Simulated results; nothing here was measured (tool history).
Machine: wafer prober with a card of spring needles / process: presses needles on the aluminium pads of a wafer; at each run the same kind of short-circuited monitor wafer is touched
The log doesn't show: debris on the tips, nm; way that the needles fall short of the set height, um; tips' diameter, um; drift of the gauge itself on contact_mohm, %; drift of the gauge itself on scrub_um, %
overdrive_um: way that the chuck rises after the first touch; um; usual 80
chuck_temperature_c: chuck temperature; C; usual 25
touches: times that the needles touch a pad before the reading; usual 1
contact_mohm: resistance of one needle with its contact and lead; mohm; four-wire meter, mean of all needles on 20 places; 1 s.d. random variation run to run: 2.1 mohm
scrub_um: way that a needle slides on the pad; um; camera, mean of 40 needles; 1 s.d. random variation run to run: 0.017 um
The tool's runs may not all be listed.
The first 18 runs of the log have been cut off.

run	day	overdrive_um	chuck_temperature_c	touches	touches since the tips were cleaned	cleanings since the card got new needles	touches since the first contact's height was set	contact_mohm	scrub_um
# day 7.442: tips cleaned on abrasive film
19	7.725	80	25	1	3840	62	79550	297	14.21
# day 7.912: tips cleaned on abrasive film
20	8.158	87	43	2	3332	63	85364	269	15.5
# day 8.358: tips cleaned on abrasive film
21	8.454	87	43	2	1300	64	89299	253	15.5
# day 8.821: tips cleaned on abrasive film
22	8.85	78	50	2	390	65	94555	255	13.81
# day 9.267: tips cleaned on abrasive film
23	9.479	78	50	2	2865	66	103007	275	13.8
# day 9.721: tips cleaned on abrasive film
24	9.754	66	34	1	426	67	106669	258	11.64
# day 10.004: height of the first contact set anew
# day 10.212: tips cleaned on abrasive film
25	10.292	66	34	1	1108	68	3875	274	11.94
# day 10.667: tips cleaned on abrasive film
26	10.925	80	81	1	3466	69	12344	303	14.45
# day 11.117: tips cleaned on abrasive film
27	11.321	80	81	1	2760	70	17637	295	14.4
# day 11.567: tips cleaned on abrasive film
28	11.929	80	125	1	4922	71	25790	319	14.42
# day 12.046: tips cleaned on abrasive film
29	12.271	67	38	2	3041	72	30357	288	12.06
# day 12.542: tips cleaned on abrasive film
30	12.65	64	72	2	1436	73	35401	277	11.46
# day 13: tips cleaned on abrasive film
31	13.075	80	25	2	1006	74	41080	253	14.36
# day 13.488: tips cleaned on abrasive film
32	13.708	80	71	1	2998	75	49566	291	14.33

What if the next run were any one of these 5? Each begins from the tool's condition after run 32:
# day 13.946: tips cleaned on abrasive film
A	14.321	61	67	3	5060	76	57767	?	?
# day 13.946: tips cleaned on abrasive film
B	14.321	68	99	1	5060	76	57767	?	?
# day 13.946: tips cleaned on abrasive film
C	14.321	64	64	1	5060	76	57767	?	?
# day 13.946: tips cleaned on abrasive film
D	14.321	73	33	1	5060	76	57767	?	?
# day 13.946: tips cleaned on abrasive film
E	14.321	73	59	1	5060	76	57767	?	?

run	contact_mohm	scrub_um
A	289	10.88
B	340	12.15
C	350	11.41
D	321	13.06
E	324	13.05
With the hidden condition removed and each run's random variation left untouched, the same runs would have given:
run	contact_mohm	scrub_um
A	249	11.04
B	255	12.3
C	248	11.56
D	238	13.21
E	244	13.21

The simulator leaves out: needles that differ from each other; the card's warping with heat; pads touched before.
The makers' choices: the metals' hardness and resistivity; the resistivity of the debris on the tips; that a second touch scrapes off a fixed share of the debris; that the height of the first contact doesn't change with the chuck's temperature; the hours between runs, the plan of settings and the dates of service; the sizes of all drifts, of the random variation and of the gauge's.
